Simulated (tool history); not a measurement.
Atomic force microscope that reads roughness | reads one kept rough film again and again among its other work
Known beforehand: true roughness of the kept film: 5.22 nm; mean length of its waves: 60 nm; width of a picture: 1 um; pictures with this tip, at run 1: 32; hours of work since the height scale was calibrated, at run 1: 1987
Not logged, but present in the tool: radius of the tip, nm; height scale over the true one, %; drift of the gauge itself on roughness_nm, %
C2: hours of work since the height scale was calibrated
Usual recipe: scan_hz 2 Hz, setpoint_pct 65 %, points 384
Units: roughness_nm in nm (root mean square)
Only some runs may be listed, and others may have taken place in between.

run 1 day=0 | scan_hz=2 setpoint_pct=65 points=384 | pictures_with_this_tip=32 C2=1987 | roughness_nm=4.804
run 2 day=1.562 | scan_hz=2 setpoint_pct=65 points=384 | pictures_with_this_tip=78 C2=2013 | roughness_nm=4.73
-- day=3.271 height scale calibrated on a step standard
run 3 day=3.467 | scan_hz=2 setpoint_pct=67 points=384 | pictures_with_this_tip=134 C2=3 | roughness_nm=4.571
-- day=5.917 new tip fitted
run 4 day=6.092 | scan_hz=2 setpoint_pct=65 points=384 | pictures_with_this_tip=5 C2=46 | roughness_nm=4.851
run 5 day=8.267 | scan_hz=2 setpoint_pct=65 points=384 | pictures_with_this_tip=70 C2=82 | roughness_nm=4.747
run 6 day=10.533 | scan_hz=2 setpoint_pct=65 points=384 | pictures_with_this_tip=137 C2=120 | roughness_nm=4.582
-- day=11.908 height scale calibrated on a step standard, once more
-- day=12.8 new tip fitted
run 7 day=13.688 | scan_hz=3.65 setpoint_pct=65 points=384 | pictures_with_this_tip=26 C2=29 | roughness_nm=4.544
run 8 day=16.633 | scan_hz=2 setpoint_pct=65 points=578 | pictures_with_this_tip=114 C2=78 | roughness_nm=4.535
run 9 day=18.467 | scan_hz=1.05 setpoint_pct=65 points=384 | pictures_with_this_tip=168 C2=108 | roughness_nm=4.502
-- day=19.542 new tip fitted
run 10 day=19.988 | scan_hz=1.05 setpoint_pct=65 points=384 | pictures_with_this_tip=14 C2=133 | roughness_nm=4.826
run 11 day=22.342 | scan_hz=2 setpoint_pct=65 points=384 | pictures_with_this_tip=84 C2=172 | roughness_nm=4.532
run 12 day=24.05 | scan_hz=2 setpoint_pct=65 points=384 | pictures_with_this_tip=135 C2=200 | roughness_nm=4.43
run 13 day=26.033 | scan_hz=2 setpoint_pct=57 points=384 | pictures_with_this_tip=194 C2=233 | roughness_nm=4.433
-- day=26.392 new tip fitted
run 14 day=27.9 | scan_hz=2 setpoint_pct=57 points=260 | pictures_with_this_tip=44 C2=263 | roughness_nm=4.697
run 15 day=30.575 | scan_hz=2 setpoint_pct=57 points=325 | pictures_with_this_tip=124 C2=307 | roughness_nm=4.573
run 16 day=32.388 | scan_hz=2 setpoint_pct=57 points=325 | pictures_with_this_tip=178 C2=337 | roughness_nm=4.457
-- day=33.162 new tip fitted
run 17 day=35.083 | scan_hz=0.9 setpoint_pct=65 points=384 | pictures_with_this_tip=57 C2=382 | roughness_nm=4.772
run 18 day=36.683 | scan_hz=3.85 setpoint_pct=65 points=384 | pictures_with_this_tip=105 C2=408 | roughness_nm=4.36
run 19 day=39.621 | scan_hz=2 setpoint_pct=65 points=384 | pictures_with_this_tip=192 C2=456 | roughness_nm=4.371
-- day=39.892 new tip fitted
run 20 day=42.204 | scan_hz=2 setpoint_pct=65 points=384 | pictures_with_this_tip=69 C2=499 | roughness_nm=4.62
run 21 day=43.679 | scan_hz=2 setpoint_pct=65 points=384 | pictures_with_this_tip=112 C2=523 | roughness_nm=4.532
run 22 day=45.646 | scan_hz=2 setpoint_pct=65 points=384 | pictures_with_this_tip=171 C2=556 | roughness_nm=4.385
-- day=46.671 new tip fitted
run 23 day=47.358 | scan_hz=1.46 setpoint_pct=65 points=384 | pictures_with_this_tip=20 C2=584 | roughness_nm=4.822
run 24 day=49.571 | scan_hz=1.46 setpoint_pct=65 points=384 | pictures_with_this_tip=86 C2=620 | roughness_nm=4.64
run 25 day=52.075 | scan_hz=1.46 setpoint_pct=65 points=384 | pictures_with_this_tip=160 C2=662 | roughness_nm=4.498
-- day=53.625 new tip fitted
run 26 day=54.742 | scan_hz=0.91 setpoint_pct=65 points=384 | pictures_with_this_tip=33 C2=705 | roughness_nm=4.842
run 27 day=56.967 | scan_hz=0.94 setpoint_pct=68 points=384 | pictures_with_this_tip=99 C2=742 | roughness_nm=4.655
run 28 day=59.171 | scan_hz=0.94 setpoint_pct=68 points=384 | pictures_with_this_tip=165 C2=779 | roughness_nm=4.523
-- day=60.446 new tip fitted
run 29 day=60.625 | scan_hz=2.24 setpoint_pct=76 points=384 | pictures_with_this_tip=5 C2=802 | roughness_nm=4.544
run 30 day=63.725 | scan_hz=1.97 setpoint_pct=71 points=683 | pictures_with_this_tip=98 C2=853 | roughness_nm=4.52
run 31 day=65.512 | scan_hz=2.56 setpoint_pct=65 points=263 | pictures_with_this_tip=151 C2=883 | roughness_nm=4.441
-- day=67.192 new tip fitted
run 32 day=67.592 | scan_hz=1.88 setpoint_pct=64 points=293 | pictures_with_this_tip=12 C2=917 | roughness_nm=4.776
run 33 day=70.608 | scan_hz=1.29 setpoint_pct=60 points=293 | pictures_with_this_tip=102 C2=967 | roughness_nm=4.706
run 34 day=72.267 | scan_hz=2.04 setpoint_pct=60 points=270 | pictures_with_this_tip=151 C2=994 | roughness_nm=4.505
run 35 day=73.75 | scan_hz=2.04 setpoint_pct=60 points=270 | pictures_with_this_tip=195 C2=1019 | roughness_nm=4.409
-- day=73.988 new tip fitted
run 36 day=76.2 | scan_hz=2.25 setpoint_pct=73 points=602 | pictures_with_this_tip=65 C2=1059 | roughness_nm=4.523
run 37 day=77.817 | scan_hz=1.62 setpoint_pct=65 points=927 | pictures_with_this_tip=114 C2=1086 | roughness_nm=4.7
run 38 day=80.183 | scan_hz=3.89 setpoint_pct=84 points=296 | pictures_with_this_tip=184 C2=1125 | roughness_nm=3.66
-- day=80.883 new tip fitted
run 39 day=81.479 | scan_hz=3.89 setpoint_pct=84 points=296 | pictures_with_this_tip=18 C2=1146 | roughness_nm=3.97
run 40 day=83.592 | scan_hz=0.77 setpoint_pct=90 points=465 | pictures_with_this_tip=81 C2=1181 | roughness_nm=4.568
run 41 day=86.708 | scan_hz=3.1 setpoint_pct=87 points=349 | pictures_with_this_tip=173 C2=1232 | roughness_nm=3.808
-- day=87.6 new tip fitted
run 42 day=89.438 | scan_hz=0.58 setpoint_pct=66 points=767 | pictures_with_this_tip=55 C2=1277 | roughness_nm=4.899
run 43 day=91.317 | scan_hz=3.58 setpoint_pct=61 points=424 | pictures_with_this_tip=111 C2=1308 | roughness_nm=4.473
run 44 day=93.979 | scan_hz=3.58 setpoint_pct=61 points=424 | pictures_with_this_tip=190 C2=1352 | roughness_nm=4.368
-- day=94.354 new tip fitted
run 45 day=96.633 | scan_hz=3.58 setpoint_pct=61 points=424 | pictures_with_this_tip=67 C2=1395 | roughness_nm=4.618
run 46 day=99.121 | scan_hz=1.42 setpoint_pct=61 points=424 | pictures_with_this_tip=141 C2=1436 | roughness_nm=4.675
run 47 day=100.988 | scan_hz=1.42 setpoint_pct=60 points=710 | pictures_with_this_tip=197 C2=1467 | roughness_nm=4.523
-- day=101.175 new tip fitted
run 48 day=103.383 | scan_hz=1.42 setpoint_pct=60 points=710 | pictures_with_this_tip=65 C2=1507 | roughness_nm=4.792
run 49 day=104.638 | scan_hz=0.78 setpoint_pct=76 points=273 | pictures_with_this_tip=103 C2=1527 | roughness_nm=4.702
run 50 day=107.275 | scan_hz=0.78 setpoint_pct=76 points=273 | pictures_with_this_tip=181 C2=1571 | roughness_nm=4.486
-- day=107.996 new tip fitted
run 51 day=108.862 | scan_hz=1.59 setpoint_pct=81 points=856 | pictures_with_this_tip=26 C2=1597 | roughness_nm=4.592

Take each entry between the runs: how does the hidden state at the last listed run before it differ from the hidden state at the first listed run after it?
Logged between run 2 and run 3: height scale calibrated on a step standard (day 3.271)
  radius of the tip, nm: 13.3 -> 17.8; height scale over the true one, %: 2.05 -> 2.33
  what was measured, less what the result would be without the hidden state, roughness_nm: -0.066 -> -0.161 nm (root mean square)
Logged between run 3 and run 4: new tip fitted (day 5.917)
  radius of the tip, nm: 17.8 -> 7.6; height scale over the true one, %: 2.33 -> 2.38
  what was measured, less what the result would be without the hidden state, roughness_nm: -0.161 -> +0.096 nm (root mean square)
Logged between run 6 and run 7: height scale calibrated on a step standard, once more (day 11.908); new tip fitted (day 12.8)
  radius of the tip, nm: 19.4 -> 9.8; height scale over the true one, %: 2.45 -> 0.12
  what was measured, less what the result would be without the hidden state, roughness_nm: -0.196 -> -0.065 nm (root mean square)
Logged between run 9 and run 10: new tip fitted (day 19.542)
  radius of the tip, nm: 22.2 -> 9.1; height scale over the true one, %: 0.2 -> 0.22
  what was measured, less what the result would be without the hidden state, roughness_nm: -0.366 -> -0.045 nm (root mean square)
Logged between run 13 and run 14: new tip fitted (day 26.392)
  radius of the tip, nm: 24.9 -> 11.8; height scale over the true one, %: 0.33 -> 0.36
  what was measured, less what the result would be without the hidden state, roughness_nm: -0.421 -> -0.108 nm (root mean square)
Logged between run 16 and run 17: new tip fitted (day 33.162)
  radius of the tip, nm: 23.4 -> 12.3; height scale over the true one, %: 0.44 -> 0.48
  what was measured, less what the result would be without the hidden state, roughness_nm: -0.381 -> -0.116 nm (root mean square)
Logged between run 19 and run 20: new tip fitted (day 39.892)
  radius of the tip, nm: 23.9 -> 13.9; height scale over the true one, %: 0.55 -> 0.6
  what was measured, less what the result would be without the hidden state, roughness_nm: -0.38 -> -0.146 nm (root mean square)
Logged between run 22 and run 23: new tip fitted (day 46.671)
  radius of the tip, nm: 22.5 -> 9.3; height scale over the true one, %: 0.65 -> 0.68
  what was measured, less what the result would be without the hidden state, roughness_nm: -0.344 -> -0.03 nm (root mean square)
Logged between run 25 and run 26: new tip fitted (day 53.625)
  radius of the tip, nm: 21.3 -> 10.7; height scale over the true one, %: 0.76 -> 0.8
  what was measured, less what the result would be without the hidden state, roughness_nm: -0.316 -> -0.059 nm (root mean square)
Logged between run 28 and run 29: new tip fitted (day 60.446)
  radius of the tip, nm: 22.2 -> 7.8; height scale over the true one, %: 0.87 -> 0.9
  what was measured, less what the result would be without the hidden state, roughness_nm: -0.335 -> +0.02 nm (root mean square)
Logged between run 31 and run 32: new tip fitted (day 67.192)
  radius of the tip, nm: 21 -> 8.5; height scale over the true one, %: 0.98 -> 1.01
  what was measured, less what the result would be without the hidden state, roughness_nm: -0.295 -> +0.009 nm (root mean square)
Logged between run 35 and run 36: new tip fitted (day 73.988)
  radius of the tip, nm: 24.9 -> 12.4; height scale over the true one, %: 1.12 -> 1.16
  what was measured, less what the result would be without the hidden state, roughness_nm: -0.38 -> -0.082 nm (root mean square)
Logged between run 38 and run 39: new tip fitted (day 80.883)
  radius of the tip, nm: 22.6 -> 8.8; height scale over the true one, %: 1.23 -> 1.26
  what was measured, less what the result would be without the hidden state, roughness_nm: -0.265 -> +0.011 nm (root mean square)
Logged between run 41 and run 42: new tip fitted (day 87.6)
  radius of the tip, nm: 21.6 -> 11.8; height scale over the true one, %: 1.35 -> 1.39
  what was measured, less what the result would be without the hidden state, roughness_nm: -0.251 -> -0.062 nm (root mean square)
Logged between run 44 and run 45: new tip fitted (day 94.354)
  radius of the tip, nm: 23.4 -> 12.9; height scale over the true one, %: 1.47 -> 1.52
  what was measured, less what the result would be without the hidden state, roughness_nm: -0.326 -> -0.078 nm (root mean square)
Logged between run 47 and run 48: new tip fitted (day 101.175)
  radius of the tip, nm: 24.9 -> 12.6; height scale over the true one, %: 1.59 -> 1.62
  what was measured, less what the result would be without the hidden state, roughness_nm: -0.369 -> -0.07 nm (root mean square)
Logged between run 50 and run 51: new tip fitted (day 107.996)
  radius of the tip, nm: 23.7 -> 9.7; height scale over the true one, %: 1.69 -> 1.71
  what was measured, less what the result would be without the hidden state, roughness_nm: -0.331 -> +0.01 nm (root mean square)

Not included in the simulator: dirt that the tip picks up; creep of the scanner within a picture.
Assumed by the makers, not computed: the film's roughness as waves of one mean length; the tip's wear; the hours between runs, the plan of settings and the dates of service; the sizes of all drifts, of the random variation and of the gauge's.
